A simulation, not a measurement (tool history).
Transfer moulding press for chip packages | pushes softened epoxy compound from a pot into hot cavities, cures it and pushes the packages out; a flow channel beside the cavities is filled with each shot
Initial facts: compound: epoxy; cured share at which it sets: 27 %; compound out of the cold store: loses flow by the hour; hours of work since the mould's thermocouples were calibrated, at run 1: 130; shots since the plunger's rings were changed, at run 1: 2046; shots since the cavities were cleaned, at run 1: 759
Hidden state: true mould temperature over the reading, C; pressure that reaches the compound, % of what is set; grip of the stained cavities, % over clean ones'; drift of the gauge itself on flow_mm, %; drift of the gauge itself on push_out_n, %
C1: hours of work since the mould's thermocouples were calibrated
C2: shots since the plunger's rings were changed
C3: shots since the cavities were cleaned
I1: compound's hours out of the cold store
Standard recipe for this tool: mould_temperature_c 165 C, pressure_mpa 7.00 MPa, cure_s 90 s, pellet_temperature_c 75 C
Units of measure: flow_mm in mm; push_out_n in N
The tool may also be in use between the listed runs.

{"run": 1, "hour": 0.0, "mould_temperature_c": 165, "pressure_mpa": 7.0, "cure_s": 90, "pellet_temperature_c": 75, "C1": 130, "C2": 2046, "C3": 759, "I1": 39.2, "flow_mm": 566, "push_out_n": 578}
{"hour": 34.0, "done": "cavities cleaned with cleaning compound and waxed"}
{"run": 2, "hour": 58.8, "mould_temperature_c": 161, "pressure_mpa": 7.0, "cure_s": 90, "pellet_temperature_c": 75, "C1": 157, "C2": 2526, "C3": 208, "I1": 14.5, "flow_mm": 663, "push_out_n": 549}
{"run": 3, "hour": 99.2, "mould_temperature_c": 161, "pressure_mpa": 7.0, "cure_s": 90, "pellet_temperature_c": 75, "C1": 176, "C2": 2865, "C3": 547, "I1": 21.4, "flow_mm": 623, "push_out_n": 621}
{"run": 4, "hour": 155.9, "mould_temperature_c": 161, "pressure_mpa": 8.05, "cure_s": 90, "pellet_temperature_c": 75, "C1": 202, "C2": 3340, "C3": 1022, "I1": 34.8, "flow_mm": 614, "push_out_n": 701}
{"hour": 160.5, "done": "cavities cleaned with cleaning compound and waxed"}
{"run": 5, "hour": 206.6, "mould_temperature_c": 161, "pressure_mpa": 8.05, "cure_s": 90, "pellet_temperature_c": 75, "C1": 226, "C2": 3753, "C3": 387, "I1": 29.7, "flow_mm": 626, "push_out_n": 566}
{"run": 6, "hour": 232.8, "mould_temperature_c": 161, "pressure_mpa": 8.05, "cure_s": 90, "pellet_temperature_c": 75, "C1": 238, "C2": 3973, "C3": 607, "I1": 25.3, "flow_mm": 650, "push_out_n": 642}
{"hour": 288.1, "done": "cavities cleaned with cleaning compound and waxed"}
{"run": 7, "hour": 296.7, "mould_temperature_c": 161, "pressure_mpa": 8.05, "cure_s": 90, "pellet_temperature_c": 75, "C1": 268, "C2": 4497, "C3": 73, "I1": 28.9, "flow_mm": 618, "push_out_n": 491}
{"run": 8, "hour": 344.1, "mould_temperature_c": 161, "pressure_mpa": 8.05, "cure_s": 90, "pellet_temperature_c": 75, "C1": 290, "C2": 4894, "C3": 470, "I1": 34.8, "flow_mm": 590, "push_out_n": 611}
{"run": 9, "hour": 408.3, "mould_temperature_c": 161, "pressure_mpa": 8.05, "cure_s": 90, "pellet_temperature_c": 75, "C1": 320, "C2": 5433, "C3": 1009, "I1": 38.9, "flow_mm": 564, "push_out_n": 724}
{"hour": 412.5, "done": "cavities cleaned with cleaning compound and waxed"}
{"run": 10, "hour": 456.9, "mould_temperature_c": 161, "pressure_mpa": 8.05, "cure_s": 90, "pellet_temperature_c": 75, "C1": 342, "C2": 5827, "C3": 372, "I1": 35.4, "flow_mm": 576, "push_out_n": 562}
{"hour": 510.4, "done": "plunger's sealing rings changed"}
{"run": 11, "hour": 521.9, "mould_temperature_c": 161, "pressure_mpa": 8.05, "cure_s": 90, "pellet_temperature_c": 75, "C1": 372, "C2": 96, "C3": 897, "I1": 43.9, "flow_mm": 612, "push_out_n": 650}
{"hour": 540.6, "done": "cavities cleaned with cleaning compound and waxed"}
{"run": 12, "hour": 573.8, "mould_temperature_c": 161, "pressure_mpa": 8.05, "cure_s": 90, "pellet_temperature_c": 75, "C1": 396, "C2": 518, "C3": 278, "I1": 40.5, "flow_mm": 616, "push_out_n": 557}
{"run": 13, "hour": 615.0, "mould_temperature_c": 165, "pressure_mpa": 5.95, "cure_s": 90, "pellet_temperature_c": 75, "C1": 415, "C2": 865, "C3": 625, "I1": 47.3, "flow_mm": 508, "push_out_n": 576}
{"hour": 666.4, "done": "cavities cleaned with cleaning compound and waxed"}
{"run": 14, "hour": 666.9, "mould_temperature_c": 165, "pressure_mpa": 5.95, "cure_s": 90, "pellet_temperature_c": 75, "C1": 439, "C2": 1287, "C3": 4, "I1": 34.9, "flow_mm": 531, "push_out_n": 398}
{"run": 15, "hour": 696.8, "mould_temperature_c": 171, "pressure_mpa": 7.0, "cure_s": 90, "pellet_temperature_c": 74, "C1": 453, "C2": 1537, "C3": 254, "I1": 26.2, "flow_mm": 622, "push_out_n": 447}
{"run": 16, "hour": 738.1, "mould_temperature_c": 171, "pressure_mpa": 7.0, "cure_s": 90, "pellet_temperature_c": 74, "C1": 473, "C2": 1884, "C3": 601, "I1": 8.3, "flow_mm": 691, "push_out_n": 531}
{"run": 17, "hour": 787.3, "mould_temperature_c": 171, "pressure_mpa": 8.72, "cure_s": 119, "pellet_temperature_c": 75, "C1": 496, "C2": 2297, "C3": 1014, "I1": 33.0, "flow_mm": 657, "push_out_n": 581}
{"hour": 794.4, "done": "cavities cleaned with cleaning compound and waxed"}
{"run": 18, "hour": 823.2, "mould_temperature_c": 171, "pressure_mpa": 8.72, "cure_s": 119, "pellet_temperature_c": 69, "C1": 512, "C2": 2585, "C3": 241, "I1": 39.2, "flow_mm": 612, "push_out_n": 447}
{"run": 19, "hour": 870.6, "mould_temperature_c": 171, "pressure_mpa": 8.72, "cure_s": 104, "pellet_temperature_c": 69, "C1": 534, "C2": 2983, "C3": 639, "I1": 23.5, "flow_mm": 674, "push_out_n": 532}
{"hour": 919.1, "done": "cavities cleaned with cleaning compound and waxed"}
{"run": 20, "hour": 925.6, "mould_temperature_c": 171, "pressure_mpa": 7.28, "cure_s": 104, "pellet_temperature_c": 69, "C1": 560, "C2": 3432, "C3": 55, "I1": 14.2, "flow_mm": 663, "push_out_n": 382}
{"run": 21, "hour": 983.2, "mould_temperature_c": 162, "pressure_mpa": 6.94, "cure_s": 109, "pellet_temperature_c": 70, "C1": 587, "C2": 3915, "C3": 538, "I1": 32.8, "flow_mm": 560, "push_out_n": 547}
{"run": 22, "hour": 1030.8, "mould_temperature_c": 173, "pressure_mpa": 7.0, "cure_s": 76, "pellet_temperature_c": 67, "C1": 609, "C2": 4314, "C3": 937, "I1": 17.9, "flow_mm": 612, "push_out_n": 595}
{"hour": 1047.6, "done": "cavities cleaned with cleaning compound and waxed"}
{"run": 23, "hour": 1065.1, "mould_temperature_c": 171, "pressure_mpa": 7.79, "cure_s": 123, "pellet_temperature_c": 78, "C1": 625, "C2": 4589, "C3": 147, "I1": 11.4, "flow_mm": 678, "push_out_n": 424}
{"run": 24, "hour": 1101.6, "mould_temperature_c": 161, "pressure_mpa": 5.97, "cure_s": 119, "pellet_temperature_c": 65, "C1": 642, "C2": 4895, "C3": 453, "I1": 16.9, "flow_mm": 585, "push_out_n": 515}
{"run": 25, "hour": 1138.5, "mould_temperature_c": 165, "pressure_mpa": 8.62, "cure_s": 118, "pellet_temperature_c": 75, "C1": 659, "C2": 5205, "C3": 763, "I1": 13.0, "flow_mm": 684, "push_out_n": 571}
{"hour": 1172.4, "done": "cavities cleaned with cleaning compound and waxed"}
{"run": 26, "hour": 1204.9, "mould_temperature_c": 160, "pressure_mpa": 5.82, "cure_s": 111, "pellet_temperature_c": 74, "C1": 690, "C2": 5749, "C3": 272, "I1": 11.6, "flow_mm": 591, "push_out_n": 498}
{"hour": 1233.5, "done": "mould's thermocouples calibrated"}
{"run": 27, "hour": 1261.6, "mould_temperature_c": 160, "pressure_mpa": 5.82, "cure_s": 111, "pellet_temperature_c": 74, "C1": 13, "C2": 6208, "C3": 731, "I1": 35.2, "flow_mm": 474, "push_out_n": 583}

Below are 3 alternative next runs, each starting from the tool's condition after run 27. Predict each:
{"hour": 1269.6, "done": "plunger's sealing rings changed"}
{"run": "A", "hour": 1297.5, "mould_temperature_c": 171, "pressure_mpa": 5.57, "cure_s": 111, "pellet_temperature_c": 74, "C1": 29, "C2": 234, "C3": 1011, "I1": 37.6, "flow_mm": "?", "push_out_n": "?"}
{"hour": 1269.6, "done": "plunger's sealing rings changed"}
{"run": "B", "hour": 1297.5, "mould_temperature_c": 165, "pressure_mpa": 7.0, "cure_s": 117, "pellet_temperature_c": 79, "C1": 29, "C2": 234, "C3": 1011, "I1": 10.9, "flow_mm": "?", "push_out_n": "?"}
{"hour": 1269.6, "done": "plunger's sealing rings changed"}
{"run": "C", "hour": 1297.5, "mould_temperature_c": 165, "pressure_mpa": 7.59, "cure_s": 124, "pellet_temperature_c": 75, "C1": 29, "C2": 234, "C3": 1011, "I1": 44.1, "flow_mm": "?", "push_out_n": "?"}

run=A flow_mm=523 push_out_n=592
run=B flow_mm=719 push_out_n=603
run=C flow_mm=590 push_out_n=578
With the hidden condition removed and each run's random variation left untouched, the same runs would have given:
run=A flow_mm=525 push_out_n=369
run=B flow_mm=722 push_out_n=375
run=C flow_mm=593 push_out_n=360

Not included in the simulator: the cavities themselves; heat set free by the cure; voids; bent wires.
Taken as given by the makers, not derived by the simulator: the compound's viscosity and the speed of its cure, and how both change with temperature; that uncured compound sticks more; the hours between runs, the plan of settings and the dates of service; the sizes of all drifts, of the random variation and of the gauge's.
